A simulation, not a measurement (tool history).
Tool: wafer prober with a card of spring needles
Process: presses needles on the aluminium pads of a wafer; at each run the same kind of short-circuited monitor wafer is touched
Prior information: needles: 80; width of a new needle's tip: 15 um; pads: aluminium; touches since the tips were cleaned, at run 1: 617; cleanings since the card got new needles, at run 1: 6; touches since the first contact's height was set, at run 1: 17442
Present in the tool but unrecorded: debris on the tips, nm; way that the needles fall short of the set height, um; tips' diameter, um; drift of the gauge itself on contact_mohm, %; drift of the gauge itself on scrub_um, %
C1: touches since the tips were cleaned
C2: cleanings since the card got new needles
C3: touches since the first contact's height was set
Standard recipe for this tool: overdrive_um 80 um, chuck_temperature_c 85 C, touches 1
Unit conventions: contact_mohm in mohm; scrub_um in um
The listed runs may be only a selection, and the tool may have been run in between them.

{"run": 1, "day": 0.0, "overdrive_um": 80, "chuck_temperature_c": 85, "touches": 1, "C1": 617, "C2": 6, "C3": 17442, "contact_mohm": 191, "scrub_um": 20.28}
{"run": 2, "day": 0.262, "overdrive_um": 80, "chuck_temperature_c": 85, "touches": 1, "C1": 1838, "C2": 6, "C3": 18663, "contact_mohm": 196, "scrub_um": 20.6}
{"day": 0.4, "done": "tips cleaned on abrasive film"}
{"run": 3, "day": 0.838, "overdrive_um": 80, "chuck_temperature_c": 85, "touches": 2, "C1": 2028, "C2": 7, "C3": 21302, "contact_mohm": 194, "scrub_um": 20.77}
{"day": 0.917, "done": "tips cleaned on abrasive film"}
{"run": 4, "day": 1.208, "overdrive_um": 80, "chuck_temperature_c": 85, "touches": 3, "C1": 1338, "C2": 8, "C3": 22993, "contact_mohm": 193, "scrub_um": 20.39}
{"day": 1.442, "done": "tips cleaned on abrasive film"}
{"run": 5, "day": 1.662, "overdrive_um": 80, "chuck_temperature_c": 85, "touches": 3, "C1": 1037, "C2": 9, "C3": 25090, "contact_mohm": 192, "scrub_um": 20.53}
{"run": 6, "day": 1.933, "overdrive_um": 80, "chuck_temperature_c": 85, "touches": 1, "C1": 2290, "C2": 9, "C3": 26343, "contact_mohm": 202, "scrub_um": 20.54}
{"day": 1.983, "done": "tips cleaned on abrasive film"}
{"run": 7, "day": 2.329, "overdrive_um": 80, "chuck_temperature_c": 114, "touches": 1, "C1": 1596, "C2": 10, "C3": 28151, "contact_mohm": 202, "scrub_um": 20.42}
{"day": 2.512, "done": "tips cleaned on abrasive film"}
{"run": 8, "day": 2.904, "overdrive_um": 80, "chuck_temperature_c": 114, "touches": 1, "C1": 1816, "C2": 11, "C3": 30792, "contact_mohm": 200, "scrub_um": 20.39}
{"day": 3.067, "done": "tips cleaned on abrasive film"}
{"run": 9, "day": 3.433, "overdrive_um": 80, "chuck_temperature_c": 114, "touches": 2, "C1": 1707, "C2": 12, "C3": 33229, "contact_mohm": 199, "scrub_um": 20.76}
{"day": 3.596, "done": "tips cleaned on abrasive film"}
{"run": 10, "day": 3.983, "overdrive_um": 80, "chuck_temperature_c": 114, "touches": 2, "C1": 1805, "C2": 13, "C3": 35759, "contact_mohm": 199, "scrub_um": 20.41}
{"day": 4.167, "done": "tips cleaned on abrasive film"}
{"run": 11, "day": 4.562, "overdrive_um": 80, "chuck_temperature_c": 114, "touches": 2, "C1": 1838, "C2": 14, "C3": 38422, "contact_mohm": 198, "scrub_um": 20.25}
{"day": 4.7, "done": "tips cleaned on abrasive film"}
{"run": 12, "day": 5.092, "overdrive_um": 80, "chuck_temperature_c": 114, "touches": 2, "C1": 1828, "C2": 15, "C3": 40857, "contact_mohm": 202, "scrub_um": 20.47}
{"day": 5.225, "done": "tips cleaned on abrasive film"}
{"run": 13, "day": 5.579, "overdrive_um": 80, "chuck_temperature_c": 114, "touches": 2, "C1": 1639, "C2": 16, "C3": 43086, "contact_mohm": 197, "scrub_um": 20.28}
{"day": 5.762, "done": "tips cleaned on abrasive film"}
{"run": 14, "day": 6.162, "overdrive_um": 80, "chuck_temperature_c": 62, "touches": 2, "C1": 1840, "C2": 17, "C3": 45761, "contact_mohm": 187, "scrub_um": 20.34}
{"day": 6.308, "done": "tips cleaned on abrasive film"}
{"run": 15, "day": 6.633, "overdrive_um": 80, "chuck_temperature_c": 62, "touches": 2, "C1": 1495, "C2": 18, "C3": 47926, "contact_mohm": 191, "scrub_um": 20.05}
{"day": 6.842, "done": "tips cleaned on abrasive film"}
{"run": 16, "day": 7.083, "overdrive_um": 80, "chuck_temperature_c": 62, "touches": 2, "C1": 1113, "C2": 19, "C3": 49993, "contact_mohm": 193, "scrub_um": 20.3}
{"day": 7.392, "done": "tips cleaned on abrasive film"}
{"run": 17, "day": 7.608, "overdrive_um": 80, "chuck_temperature_c": 62, "touches": 2, "C1": 989, "C2": 20, "C3": 52398, "contact_mohm": 188, "scrub_um": 20.33}
{"day": 7.925, "done": "tips cleaned on abrasive film"}
{"run": 18, "day": 7.992, "overdrive_um": 80, "chuck_temperature_c": 26, "touches": 1, "C1": 316, "C2": 21, "C3": 54159, "contact_mohm": 181, "scrub_um": 20.08}
{"run": 19, "day": 8.438, "overdrive_um": 81, "chuck_temperature_c": 85, "touches": 1, "C1": 2375, "C2": 21, "C3": 56218, "contact_mohm": 198, "scrub_um": 20.32}
{"day": 8.467, "done": "tips cleaned on abrasive film"}
{"run": 20, "day": 8.733, "overdrive_um": 81, "chuck_temperature_c": 85, "touches": 1, "C1": 1234, "C2": 22, "C3": 57575, "contact_mohm": 194, "scrub_um": 20.2}
{"day": 8.988, "done": "tips cleaned on abrasive film"}
{"run": 21, "day": 9.154, "overdrive_um": 90, "chuck_temperature_c": 57, "touches": 1, "C1": 764, "C2": 23, "C3": 59500, "contact_mohm": 185, "scrub_um": 22.72}
{"day": 9.529, "done": "tips cleaned on abrasive film"}
{"run": 22, "day": 9.671, "overdrive_um": 89, "chuck_temperature_c": 85, "touches": 1, "C1": 656, "C2": 24, "C3": 61877, "contact_mohm": 190, "scrub_um": 22.16}
{"day": 10.054, "done": "tips cleaned on abrasive film"}
{"run": 23, "day": 10.133, "overdrive_um": 89, "chuck_temperature_c": 85, "touches": 1, "C1": 362, "C2": 25, "C3": 64000, "contact_mohm": 185, "scrub_um": 22.59}
{"day": 10.579, "done": "tips cleaned on abrasive film"}
{"run": 24, "day": 10.704, "overdrive_um": 89, "chuck_temperature_c": 85, "touches": 1, "C1": 579, "C2": 26, "C3": 66618, "contact_mohm": 192, "scrub_um": 22.66}
{"day": 11.142, "done": "tips cleaned on abrasive film"}
{"run": 25, "day": 11.279, "overdrive_um": 66, "chuck_temperature_c": 71, "touches": 1, "C1": 638, "C2": 27, "C3": 69276, "contact_mohm": 195, "scrub_um": 16.14}
{"day": 11.696, "done": "tips cleaned on abrasive film"}
{"run": 26, "day": 11.696, "overdrive_um": 66, "chuck_temperature_c": 71, "touches": 1, "C1": 0, "C2": 28, "C3": 71175, "contact_mohm": 189, "scrub_um": 16.49}
{"day": 12.233, "done": "tips cleaned on abrasive film"}
{"run": 27, "day": 12.304, "overdrive_um": 66, "chuck_temperature_c": 71, "touches": 1, "C1": 329, "C2": 29, "C3": 73978, "contact_mohm": 190, "scrub_um": 16.53}
{"run": 28, "day": 12.608, "overdrive_um": 80, "chuck_temperature_c": 100, "touches": 2, "C1": 1744, "C2": 29, "C3": 75393, "contact_mohm": 196, "scrub_um": 20.12}
{"day": 12.762, "done": "tips cleaned on abrasive film"}
{"run": 29, "day": 12.933, "overdrive_um": 89, "chuck_temperature_c": 37, "touches": 3, "C1": 801, "C2": 30, "C3": 76879, "contact_mohm": 181, "scrub_um": 21.98}
{"run": 30, "day": 13.229, "overdrive_um": 64, "chuck_temperature_c": 58, "touches": 1, "C1": 2168, "C2": 30, "C3": 78246, "contact_mohm": 196, "scrub_um": 16.05}
{"day": 13.321, "done": "tips cleaned on abrasive film"}
{"run": 31, "day": 13.617, "overdrive_um": 64, "chuck_temperature_c": 58, "touches": 1, "C1": 1383, "C2": 31, "C3": 80022, "contact_mohm": 197, "scrub_um": 16.09}
{"day": 13.875, "done": "tips cleaned on abrasive film"}
{"run": 32, "day": 14.075, "overdrive_um": 64, "chuck_temperature_c": 58, "touches": 1, "C1": 914, "C2": 32, "C3": 82117, "contact_mohm": 192, "scrub_um": 16.13}

Alternative continuations, all from the tool just after run 32; predict every row:
{"run": "A", "day": 14.392, "overdrive_um": 80, "chuck_temperature_c": 85, "touches": 1, "C1": 2376, "C2": 32, "C3": 83579, "contact_mohm": "?", "scrub_um": "?"}
{"run": "B", "day": 14.392, "overdrive_um": 77, "chuck_temperature_c": 58, "touches": 3, "C1": 2376, "C2": 32, "C3": 83579, "contact_mohm": "?", "scrub_um": "?"}
{"run": "C", "day": 14.392, "overdrive_um": 79, "chuck_temperature_c": 28, "touches": 1, "C1": 2376, "C2": 32, "C3": 83579, "contact_mohm": "?", "scrub_um": "?"}

run=A contact_mohm=199 scrub_um=20.02
run=B contact_mohm=188 scrub_um=18.97
run=C contact_mohm=189 scrub_um=20.01
Without the tool's unlogged condition, the same runs would have read:
run=A contact_mohm=191 scrub_um=20.5
run=B contact_mohm=185 scrub_um=19.45
run=C contact_mohm=179 scrub_um=20.5

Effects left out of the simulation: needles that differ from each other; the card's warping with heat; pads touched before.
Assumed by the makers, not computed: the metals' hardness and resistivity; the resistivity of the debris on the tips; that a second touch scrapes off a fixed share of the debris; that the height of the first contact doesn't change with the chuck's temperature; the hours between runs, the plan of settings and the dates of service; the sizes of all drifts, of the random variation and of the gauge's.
